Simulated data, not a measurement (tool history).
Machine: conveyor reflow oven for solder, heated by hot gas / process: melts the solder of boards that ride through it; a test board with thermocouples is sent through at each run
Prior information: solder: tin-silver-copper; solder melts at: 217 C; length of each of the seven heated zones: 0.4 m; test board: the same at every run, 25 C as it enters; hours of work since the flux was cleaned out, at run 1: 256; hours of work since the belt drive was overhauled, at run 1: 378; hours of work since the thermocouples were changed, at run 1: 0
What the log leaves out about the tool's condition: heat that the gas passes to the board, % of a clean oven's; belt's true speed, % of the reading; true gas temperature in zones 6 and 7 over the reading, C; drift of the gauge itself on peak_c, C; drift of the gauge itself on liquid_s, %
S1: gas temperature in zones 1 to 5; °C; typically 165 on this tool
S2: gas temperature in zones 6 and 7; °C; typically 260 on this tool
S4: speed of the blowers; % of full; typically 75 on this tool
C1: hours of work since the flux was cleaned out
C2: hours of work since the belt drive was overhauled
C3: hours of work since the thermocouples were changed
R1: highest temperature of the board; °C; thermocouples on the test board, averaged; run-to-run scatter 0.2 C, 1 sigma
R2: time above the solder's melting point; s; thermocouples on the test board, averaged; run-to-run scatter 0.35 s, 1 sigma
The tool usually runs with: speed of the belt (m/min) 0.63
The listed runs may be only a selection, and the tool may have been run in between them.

run 1 hour=0 | S1=165 S2=260 speed_of_the_belt_(m/min)=0.63 S4=75 | C1=256 C2=378 C3=0 | R1=251 R2=56.3
run 2 hour=8.9 | S1=165 S2=260 speed_of_the_belt_(m/min)=0.666 S4=75 | C1=261 C2=383 C3=5 | R1=250.2 R2=52.2
run 3 hour=20.2 | S1=165 S2=260 speed_of_the_belt_(m/min)=0.666 S4=85 | C1=267 C2=389 C3=11 | R1=251.1 R2=52.8
run 4 hour=32.6 | S1=165 S2=260 speed_of_the_belt_(m/min)=0.666 S4=85 | C1=274 C2=396 C3=18 | R1=250.8 R2=53.2
run 5 hour=48.6 | S1=165 S2=260 speed_of_the_belt_(m/min)=0.649 S4=75 | C1=283 C2=404 C3=27 | R1=250.5 R2=54.4
run 6 hour=66.4 | S1=165 S2=260 speed_of_the_belt_(m/min)=0.649 S4=75 | C1=292 C2=414 C3=36 | R1=250.8 R2=54.3
run 7 hour=80.4 | S1=175 S2=260 speed_of_the_belt_(m/min)=0.63 S4=75 | C1=300 C2=422 C3=44 | R1=252.2 R2=60.7
-- hour=90.2 flux residue cleaned out of gas plates and filters
run 8 hour=100.7 | S1=175 S2=260 speed_of_the_belt_(m/min)=0.63 S4=75 | C1=6 C2=430 C3=52 | R1=251.6 R2=59.7
run 9 hour=113.5 | S1=175 S2=260 speed_of_the_belt_(m/min)=0.63 S4=75 | C1=13 C2=437 C3=59 | R1=251.6 R2=59.9
-- hour=133.6 flux residue cleaned out of gas plates and filters, once more
run 10 hour=133.6 | S1=165 S2=260 speed_of_the_belt_(m/min)=0.63 S4=75 | C1=0 C2=445 C3=67 | R1=252 R2=58.3
run 11 hour=146.3 | S1=165 S2=263 speed_of_the_belt_(m/min)=0.63 S4=75 | C1=7 C2=452 C3=74 | R1=254.8 R2=59.3
run 12 hour=163.6 | S1=165 S2=263 speed_of_the_belt_(m/min)=0.63 S4=75 | C1=16 C2=461 C3=84 | R1=254.7 R2=59.6
run 13 hour=173.3 | S1=165 S2=260 speed_of_the_belt_(m/min)=0.63 S4=75 | C1=22 C2=467 C3=89 | R1=252 R2=57.7
run 14 hour=191.6 | S1=165 S2=260 speed_of_the_belt_(m/min)=0.63 S4=75 | C1=31 C2=477 C3=99 | R1=252 R2=57.4
run 15 hour=201.3 | S1=165 S2=260 speed_of_the_belt_(m/min)=0.63 S4=75 | C1=37 C2=482 C3=104 | R1=252.3 R2=57.7
run 16 hour=209.2 | S1=165 S2=260 speed_of_the_belt_(m/min)=0.63 S4=75 | C1=41 C2=486 C3=108 | R1=252.2 R2=58.1
run 17 hour=221.7 | S1=168 S2=263 speed_of_the_belt_(m/min)=0.63 S4=72 | C1=48 C2=493 C3=115 | R1=254.9 R2=60.4
run 18 hour=232.5 | S1=164 S2=275 speed_of_the_belt_(m/min)=0.598 S4=57 | C1=54 C2=499 C3=121 | R1=265.7 R2=68.8
run 19 hour=241.3 | S1=164 S2=275 speed_of_the_belt_(m/min)=0.598 S4=57 | C1=58 C2=504 C3=126 | R1=265.5 R2=68.8
run 20 hour=259.2 | S1=164 S2=275 speed_of_the_belt_(m/min)=0.598 S4=57 | C1=68 C2=513 C3=135 | R1=265.6 R2=67.9
run 21 hour=275.2 | S1=164 S2=275 speed_of_the_belt_(m/min)=0.598 S4=57 | C1=77 C2=522 C3=144 | R1=265.2 R2=67.9
run 22 hour=286.1 | S1=171 S2=275 speed_of_the_belt_(m/min)=0.598 S4=57 | C1=83 C2=528 C3=150 | R1=266.3 R2=70.3
run 23 hour=297.3 | S1=180 S2=257 speed_of_the_belt_(m/min)=0.63 S4=75 | C1=89 C2=534 C3=156 | R1=250.5 R2=61.7
run 24 hour=304.8 | S1=180 S2=257 speed_of_the_belt_(m/min)=0.63 S4=75 | C1=93 C2=538 C3=160 | R1=250.7 R2=61.9
run 25 hour=317 | S1=165 S2=261 speed_of_the_belt_(m/min)=0.678 S4=85 | C1=99 C2=545 C3=167 | R1=252.6 R2=54.1
run 26 hour=330 | S1=165 S2=261 speed_of_the_belt_(m/min)=0.678 S4=85 | C1=107 C2=552 C3=174 | R1=252.6 R2=54.3
run 27 hour=348.6 | S1=161 S2=253 speed_of_the_belt_(m/min)=0.63 S4=75 | C1=117 C2=562 C3=184 | R1=245.4 R2=51.5
run 28 hour=363.6 | S1=161 S2=253 speed_of_the_belt_(m/min)=0.706 S4=68 | C1=125 C2=570 C3=192 | R1=241.7 R2=41.5
run 29 hour=375.7 | S1=176 S2=273 speed_of_the_belt_(m/min)=0.555 S4=58 | C1=131 C2=576 C3=199 | R1=266.8 R2=78.5
run 30 hour=390 | S1=165 S2=260 speed_of_the_belt_(m/min)=0.63 S4=51 | C1=139 C2=584 C3=206 | R1=249.5 R2=55
run 31 hour=403.4 | S1=171 S2=259 speed_of_the_belt_(m/min)=0.631 S4=88 | C1=146 C2=591 C3=214 | R1=252.8 R2=60.5
run 32 hour=414 | S1=171 S2=259 speed_of_the_belt_(m/min)=0.631 S4=88 | C1=152 C2=597 C3=219 | R1=252.8 R2=61.1

3 ways to go on from here, each from the tool as it stands after run 32. What would each give?
run A hour=424.3 | S1=171 S2=259 speed_of_the_belt_(m/min)=0.662 S4=63 | C1=158 C2=603 C3=225 | R1=? R2=?
run B hour=424.3 | S1=168 S2=259 speed_of_the_belt_(m/min)=0.631 S4=85 | C1=158 C2=603 C3=225 | R1=? R2=?
run C hour=424.3 | S1=171 S2=259 speed_of_the_belt_(m/min)=0.631 S4=77 | C1=158 C2=603 C3=225 | R1=? R2=?

run=A R1=249.8 R2=54.4
run=B R1=252.2 R2=59.2
run=C R1=251.8 R2=59.1
Without the tool's hidden state the same runs would have given:
run=A R1=249.2 R2=53.1
run=B R1=251.6 R2=57.8
run=C R1=251.2 R2=57.7

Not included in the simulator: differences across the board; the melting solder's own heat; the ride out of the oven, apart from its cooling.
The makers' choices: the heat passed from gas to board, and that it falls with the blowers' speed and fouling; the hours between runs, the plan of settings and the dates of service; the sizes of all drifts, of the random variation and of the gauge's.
